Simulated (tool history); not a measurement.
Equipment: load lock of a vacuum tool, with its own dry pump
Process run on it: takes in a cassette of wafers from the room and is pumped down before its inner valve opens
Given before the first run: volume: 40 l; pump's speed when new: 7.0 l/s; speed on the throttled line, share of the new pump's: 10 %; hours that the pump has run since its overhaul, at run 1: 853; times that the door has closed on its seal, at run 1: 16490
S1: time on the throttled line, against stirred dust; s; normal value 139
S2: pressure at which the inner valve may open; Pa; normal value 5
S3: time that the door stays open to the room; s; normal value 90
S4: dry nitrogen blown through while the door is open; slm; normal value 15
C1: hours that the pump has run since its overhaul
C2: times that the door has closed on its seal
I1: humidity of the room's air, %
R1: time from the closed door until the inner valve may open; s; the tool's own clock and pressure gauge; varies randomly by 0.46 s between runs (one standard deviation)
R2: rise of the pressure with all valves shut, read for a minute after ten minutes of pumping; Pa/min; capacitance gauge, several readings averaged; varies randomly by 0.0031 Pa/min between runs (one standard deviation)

run,day,S1,S2,S3,S4,C1,C2,I1,R1,R2
1,0.000,139,5,90,15,853,16490,43.6,183.2,0.111
2,15.633,139,5,90,15,1229,18269,42.4,183.7,0.118
3,24.483,139,5,90,15,1441,19277,44.6,182.6,0.121
4,36.221,139,5,90,15,1723,20612,47.5,183.3,0.124
5,52.662,139,5,90,10,2117,22483,45.1,183.5,0.142
6,72.496,139,5,90,10,2593,24740,45.7,182.4,0.148
7,85.617,139,5,68,15,2908,26234,44.5,183.6,0.124
8,95.946,139,5,68,15,3156,27409,45.4,184.1,0.127
9,108.804,139,5,68,15,3465,28872,46.4,184.5,0.134
10,121.358,139,5,68,15,3766,30301,46.9,185.3,0.146
11,133.721,139,5,68,15,4063,31708,44.7,185.3,0.146
12,148.546,139,5,90,15,4418,33395,44.4,184.6,0.171
13,164.571,139,5,90,15,4803,35219,42.5,184.2,0.171
14,179.092,139,5,90,15,5152,36872,42.5,184.0,0.176
15,192.983,139,5,90,15,5485,38453,45.6,184.9,0.196
16,203.846,139,7,90,15,5746,39689,45.4,183.1,0.199
17,212.062,139,7,90,15,5943,40624,44.3,183.9,0.193
18,220.667,139,7,90,15,6149,41603,48.3,183.8,0.219
19,239.692,139,7,44,40,6606,43768,44.9,183.9,0.164
20,259.875,139,7,44,40,7090,46065,49.9,184.5,0.178
21,268.725,139,5,90,35,7303,47073,44.5,186.3,0.216
22,280.258,139,6,48,15,7580,48385,45.8,186.3,0.212
23,296.800,139,6,48,15,7977,50268,45.6,185.4,0.231
24,311.188,165,5,97,12,8322,51905,46.6,210.1,0.271
25,323.179,101,7,90,15,8610,53270,44.9,151.1,0.269
26,340.725,89,7,90,15,9031,55267,47.7,141.4,0.287
27,358.562,89,7,90,11,9459,57297,41.7,140.8,0.290
28,369.742,139,5,90,33,9727,58569,46.5,188.1,0.280
29,388.658,72,6,38,33,10181,60722,44.5,127.2,0.258
30,405.971,212,5,98,15,10597,62692,43.4,252.4,0.330
31,420.204,212,5,98,15,10938,64312,45.6,253.9,0.339
32,436.717,212,5,98,15,11335,66191,40.2,254.0,0.350
33,455.075,101,9,98,15,11775,68281,44.2,151.4,0.376
34,470.638,80,9,101,45,12149,70052,45.6,132.9,0.355
35,480.033,80,9,101,16,12374,71121,41.4,132.7,0.387
36,488.621,80,9,101,16,12580,72098,43.6,133.7,0.401

Alternative continuations, all from the tool just after run 36; predict every row:
A,504.842,139,5,90,15,12970,73944,45.9,?,?
B,504.842,80,8,101,16,12970,73944,43.6,?,?
C,504.842,80,9,101,27,12970,73944,44.5,?,?
D,504.842,139,5,90,8,12970,73944,46.2,?,?
E,504.842,139,5,90,6,12970,73944,44.6,?,?

run,R1,R2
A,190.0,0.411
B,134.4,0.403
C,133.2,0.395
D,190.0,0.417
E,190.0,0.423
With the hidden condition removed and each run's random variation left untouched, the same runs would have given:
run,R1,R2
A,182.8,0.084
B,126.8,0.082
C,125.7,0.071
D,182.7,0.097
E,182.7,0.100
